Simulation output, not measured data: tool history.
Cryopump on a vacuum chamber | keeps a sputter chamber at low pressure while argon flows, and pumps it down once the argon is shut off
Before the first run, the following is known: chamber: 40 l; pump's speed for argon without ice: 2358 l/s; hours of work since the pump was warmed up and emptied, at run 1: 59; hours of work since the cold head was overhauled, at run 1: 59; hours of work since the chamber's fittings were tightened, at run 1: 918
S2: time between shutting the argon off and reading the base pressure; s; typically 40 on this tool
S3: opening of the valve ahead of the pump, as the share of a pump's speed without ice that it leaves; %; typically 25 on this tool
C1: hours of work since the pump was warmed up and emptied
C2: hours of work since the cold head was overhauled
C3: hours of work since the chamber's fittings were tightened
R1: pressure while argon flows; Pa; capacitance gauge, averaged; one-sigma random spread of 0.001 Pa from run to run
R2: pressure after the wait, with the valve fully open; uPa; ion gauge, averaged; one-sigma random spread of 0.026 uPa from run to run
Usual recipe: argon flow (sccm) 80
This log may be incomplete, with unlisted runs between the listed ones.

{"run": 1, "day": 0.0, "argon flow (sccm)": 80, "S2": 40, "S3": 25, "C1": 59, "C2": 59, "C3": 918, "R1": 0.2298, "R2": 1.9}
{"run": 2, "day": 0.625, "argon flow (sccm)": 80, "S2": 40, "S3": 25, "C1": 65, "C2": 65, "C3": 925, "R1": 0.2307, "R2": 1.9}
{"run": 3, "day": 1.075, "argon flow (sccm)": 132, "S2": 40, "S3": 25, "C1": 70, "C2": 70, "C3": 930, "R1": 0.3821, "R2": 1.92}
{"run": 4, "day": 1.954, "argon flow (sccm)": 80, "S2": 40, "S3": 25, "C1": 80, "C2": 80, "C3": 939, "R1": 0.2311, "R2": 1.92}
{"run": 5, "day": 2.567, "argon flow (sccm)": 80, "S2": 40, "S3": 25, "C1": 86, "C2": 86, "C3": 946, "R1": 0.2304, "R2": 1.98}
{"run": 6, "day": 3.279, "argon flow (sccm)": 80, "S2": 40, "S3": 25, "C1": 94, "C2": 94, "C3": 954, "R1": 0.2314, "R2": 1.98}
{"run": 7, "day": 3.796, "argon flow (sccm)": 80, "S2": 40, "S3": 25, "C1": 100, "C2": 100, "C3": 959, "R1": 0.2303, "R2": 1.97}
{"run": 8, "day": 4.388, "argon flow (sccm)": 41, "S2": 148, "S3": 25, "C1": 106, "C2": 106, "C3": 966, "R1": 0.1192, "R2": 1.3}
{"run": 9, "day": 5.142, "argon flow (sccm)": 64, "S2": 50, "S3": 18, "C1": 114, "C2": 114, "C3": 974, "R1": 0.2568, "R2": 1.83}
{"run": 10, "day": 5.667, "argon flow (sccm)": 64, "S2": 50, "S3": 18, "C1": 120, "C2": 120, "C3": 980, "R1": 0.2536, "R2": 1.81}
{"run": 11, "day": 6.512, "argon flow (sccm)": 50, "S2": 22, "S3": 25, "C1": 129, "C2": 129, "C3": 989, "R1": 0.1453, "R2": 2.73}

For run 12, what comes out?
{"run": 12, "day": 7.4, "argon flow (sccm)": 50, "S2": 22, "S3": 25, "C1": 139, "C2": 139, "C3": 998, "R1": "?", "R2": "?"}

For run 12 the tool returned R1 0.1453 Pa, R2 2.72 uPa.
Had the tool carried no hidden state, the very same run would have given R1 0.1438 Pa, R2 1.8 uPa.

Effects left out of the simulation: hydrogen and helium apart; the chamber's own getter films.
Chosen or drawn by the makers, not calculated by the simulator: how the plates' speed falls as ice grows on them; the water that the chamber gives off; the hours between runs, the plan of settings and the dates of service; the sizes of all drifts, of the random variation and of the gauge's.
